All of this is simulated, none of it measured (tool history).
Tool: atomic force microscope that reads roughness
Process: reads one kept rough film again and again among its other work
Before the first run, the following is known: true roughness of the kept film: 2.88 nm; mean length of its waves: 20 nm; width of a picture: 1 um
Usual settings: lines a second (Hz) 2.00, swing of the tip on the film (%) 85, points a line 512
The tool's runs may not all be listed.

run,hour,lines a second (Hz),swing of the tip on the film (%),points a line,roughness of the kept film (nm (root mean square))
1,0.0,2.00,85,512,1.174
# hour 24.1: new tip fitted
2,30.8,1.03,85,512,1.845
3,46.8,2.00,65,512,1.621
4,67.9,2.00,65,512,1.322
5,87.2,2.00,66,512,1.107
# hour 89.8: new tip fitted
6,106.4,2.00,66,512,1.686
7,127.8,2.00,85,675,1.201
8,149.0,2.00,85,675,1.041
# hour 156.1: new tip fitted
9,178.3,2.00,63,675,1.612
10,211.4,0.59,85,512,1.211
# hour 223.0: new tip fitted
11,228.9,0.59,67,512,2.032
12,248.2,0.59,67,512,1.660
13,268.8,2.00,85,512,1.136
# hour 288.8: new tip fitted
14,297.7,2.01,85,512,1.595
15,325.7,2.01,85,512,1.200
# hour 355.0: new tip fitted
16,355.6,2.00,71,512,1.975
17,371.0,2.00,71,512,1.572
18,394.2,2.00,71,512,1.274
19,418.7,2.00,71,512,1.053
# hour 420.8: new tip fitted
20,454.7,2.00,71,512,1.411
# hour 487.3: new tip fitted
21,487.6,2.00,71,512,2.000
22,512.4,0.72,85,512,1.614
23,537.4,0.72,85,512,1.263
# hour 552.8: new tip fitted
24,571.7,0.72,85,512,1.655
25,603.3,0.72,85,512,1.237
# hour 620.0: new tip fitted
26,639.5,0.72,85,852,1.642
27,658.2,2.00,85,512,1.177
# hour 684.9: new tip fitted
28,688.5,2.00,85,711,1.721
29,713.6,1.04,85,579,1.437
30,733.7,1.04,69,583,1.263
# hour 751.5: new tip fitted
31,770.8,2.00,81,386,1.491
32,807.1,3.29,67,386,1.122
# hour 818.3: new tip fitted
33,843.8,3.29,67,386,1.477
34,865.6,2.00,63,373,1.290
# hour 885.0: new tip fitted
35,900.5,2.00,63,388,1.697
36,934.9,3.14,85,526,0.975
# hour 951.8: new tip fitted
37,965.0,3.14,85,526,1.393
38,993.0,3.14,85,501,1.062
# hour 1018.3: new tip fitted
39,1018.3,0.71,81,501,2.095
40,1041.3,3.58,82,429,1.245
41,1077.0,2.26,67,751,1.168
# hour 1084.7: new tip fitted
42,1109.9,2.26,59,674,1.589
43,1129.1,2.26,59,481,1.316
# hour 1150.9: new tip fitted
44,1167.3,0.62,57,405,1.840
45,1185.0,0.62,75,405,1.496
# hour 1217.5: new tip fitted
46,1218.1,0.62,75,405,2.044
47,1254.4,0.62,75,405,1.373
# hour 1284.6: new tip fitted
48,1289.4,0.62,75,405,2.036
49,1317.1,2.00,73,512,1.399
50,1346.2,1.58,78,985,1.099
# hour 1351.8: new tip fitted
51,1364.3,1.58,78,985,1.735
52,1390.8,1.01,61,344,1.454
# hour 1419.5: new tip fitted
53,1429.0,1.30,88,409,1.651

Below are 3 alternative next runs, each starting from the tool's condition after run 53. Predict each:
A,1455.9,1.30,76,409,?
B,1455.9,2.00,60,512,?
C,1455.9,2.30,88,262,?

run,roughness of the kept film (nm (root mean square))
A,1.357
B,1.416
C,1.122
Take away the tool's hidden state, keep each run's random variation, and the runs would have read:
run,roughness of the kept film (nm (root mean square))
A,2.014
B,2.102
C,1.663
